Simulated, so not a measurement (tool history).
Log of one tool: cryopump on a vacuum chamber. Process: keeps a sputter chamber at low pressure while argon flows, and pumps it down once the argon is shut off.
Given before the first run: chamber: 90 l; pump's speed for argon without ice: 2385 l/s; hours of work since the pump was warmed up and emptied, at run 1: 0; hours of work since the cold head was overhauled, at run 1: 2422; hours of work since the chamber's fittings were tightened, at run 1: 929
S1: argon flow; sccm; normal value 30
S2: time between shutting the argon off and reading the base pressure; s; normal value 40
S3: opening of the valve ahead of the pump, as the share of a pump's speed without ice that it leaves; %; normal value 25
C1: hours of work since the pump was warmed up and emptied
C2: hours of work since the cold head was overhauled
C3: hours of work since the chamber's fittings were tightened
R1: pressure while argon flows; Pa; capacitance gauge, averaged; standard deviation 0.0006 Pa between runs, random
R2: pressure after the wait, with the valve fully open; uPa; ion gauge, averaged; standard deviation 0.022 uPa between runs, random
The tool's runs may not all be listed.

| run | hour | S1 | S2 | S3 | C1 | C2 | C3 | R1 | R2 |
|---|---|---|---|---|---|---|---|---|---|
| 1 | 0.0 | 30 | 40 | 25 | 0 | 2422 | 929 | 0.0851 | 1.28 |
| 2 | 69.7 | 30 | 40 | 25 | 33 | 2455 | 962 | 0.0861 | 1.25 |
| 3 | 124.1 | 30 | 40 | 25 | 60 | 2481 | 988 | 0.0866 | 1.28 |
| 4 | 222.2 | 25 | 40 | 25 | 107 | 2528 | 1035 | 0.0726 | 1.41 |
| 5 | 310.0 | 25 | 40 | 46 | 149 | 2571 | 1078 | 0.0414 | 1.51 |
| 6 | 369.1 | 25 | 40 | 46 | 177 | 2599 | 1106 | 0.0410 | 1.53 |
| 7 | 497.1 | 25 | 40 | 46 | 239 | 2660 | 1167 | 0.0422 | 1.56 |
| 8 | 609.7 | 30 | 40 | 25 | 293 | 2714 | 1222 | 0.0909 | 1.68 |
|  | 655.3 | pump warmed up, emptied and cooled again |
| 9 | 698.2 | 30 | 40 | 25 | 21 | 2755 | 1262 | 0.0852 | 1.53 |
| 10 | 806.2 | 30 | 40 | 25 | 72 | 2806 | 1314 | 0.0851 | 1.57 |
| 11 | 928.3 | 14 | 40 | 25 | 131 | 2865 | 1372 | 0.0410 | 1.70 |
| 12 | 1010.0 | 14 | 40 | 25 | 170 | 2904 | 1411 | 0.0411 | 1.75 |
| 13 | 1093.0 | 14 | 40 | 25 | 210 | 2944 | 1451 | 0.0413 | 1.87 |
| 14 | 1197.5 | 14 | 40 | 25 | 260 | 2994 | 1501 | 0.0426 | 1.90 |
| 15 | 1279.1 | 14 | 40 | 25 | 300 | 3034 | 1541 | 0.0430 | 2.02 |
|  | 1311.4 | pump warmed up, emptied and cooled again |
| 16 | 1377.4 | 14 | 40 | 25 | 32 | 3078 | 1585 | 0.0412 | 1.76 |
| 17 | 1502.8 | 30 | 40 | 25 | 92 | 3139 | 1646 | 0.0888 | 1.81 |
| 18 | 1574.7 | 36 | 61 | 16 | 126 | 3173 | 1680 | 0.1635 | 1.71 |
| 19 | 1677.7 | 36 | 61 | 16 | 176 | 3223 | 1730 | 0.1638 | 1.85 |
| 20 | 1761.6 | 23 | 77 | 37 | 216 | 3263 | 1770 | 0.0475 | 1.79 |
| 21 | 1880.1 | 30 | 40 | 53 | 273 | 3320 | 1827 | 0.0461 | 2.16 |
|  | 1967.9 | pump warmed up, emptied and cooled again |
| 22 | 1969.2 | 26 | 40 | 25 | 1 | 3360 | 1867 | 0.0743 | 1.97 |
| 23 | 2039.8 | 26 | 40 | 25 | 35 | 3394 | 1901 | 0.0752 | 2.00 |
| 24 | 2163.8 | 15 | 275 | 25 | 94 | 3454 | 1961 | 0.0439 | 1.64 |
| 25 | 2222.0 | 15 | 275 | 25 | 122 | 3482 | 1989 | 0.0442 | 1.66 |
| 26 | 2322.5 | 30 | 40 | 42 | 170 | 3530 | 2037 | 0.0538 | 2.22 |
| 27 | 2449.0 | 30 | 40 | 42 | 231 | 3590 | 2098 | 0.0553 | 2.29 |
| 28 | 2565.6 | 30 | 40 | 42 | 287 | 3646 | 2154 | 0.0563 | 2.50 |
|  | 2586.9 | leaking fittings of the chamber tightened, without venting |
|  | 2623.7 | pump warmed up, emptied and cooled again |
| 29 | 2678.9 | 30 | 166 | 42 | 27 | 3698 | 42 | 0.0523 | 0.29 |
| 30 | 2787.6 | 30 | 108 | 44 | 79 | 3750 | 94 | 0.0506 | 0.36 |
| 31 | 2844.5 | 38 | 153 | 25 | 106 | 3777 | 121 | 0.1112 | 0.37 |
| 32 | 2931.7 | 38 | 21 | 25 | 148 | 3819 | 163 | 0.1135 | 1.25 |
| 33 | 3054.2 | 17 | 247 | 25 | 207 | 3878 | 222 | 0.0509 | 0.43 |

Entry by entry between the runs, the difference in hidden state between the last listed run before and the first listed run after:
Run 8 -> run 9: pump warmed up, emptied and cooled again (hour 655.3)
  pump's speed, % of a pump's without ice: 81 -> 97.9; cold plate's temperature, K: 13.79 -> 13.81; leak into the chamber, uPa l/s: 2230 -> 2293
  measured result minus the result with no hidden state, R1: +0.0060 -> +0.0013 Pa; R2: +1.07 -> +0.88 uPa
Run 15 -> run 16: pump warmed up, emptied and cooled again (hour 1311.4)
  pump's speed, % of a pump's without ice: 79.4 -> 97.7; cold plate's temperature, K: 13.98 -> 14.01; leak into the chamber, uPa l/s: 2723 -> 2789
  measured result minus the result with no hidden state, R1: +0.0031 -> +0.0007 Pa; R2: +1.39 -> +1.14 uPa
Run 21 -> run 22: pump warmed up, emptied and cooled again (hour 1967.9)
  pump's speed, % of a pump's without ice: 82.1 -> 99.8; cold plate's temperature, K: 14.16 -> 14.19; leak into the chamber, uPa l/s: 3152 -> 3221
  measured result minus the result with no hidden state, R1: +0.0058 -> +0.0009 Pa; R2: +1.55 -> +1.33 uPa
Run 28 -> run 29: leaking fittings of the chamber tightened, without venting (hour 2586.9); pump warmed up, emptied and cooled again (hour 2623.7)
  pump's speed, % of a pump's without ice: 81.8 -> 98.1; cold plate's temperature, K: 14.37 -> 14.4; leak into the chamber, uPa l/s: 3691 -> 390
  measured result minus the result with no hidden state, R1: +0.0060 -> +0.0015 Pa; R2: +1.85 -> +0.05 uPa
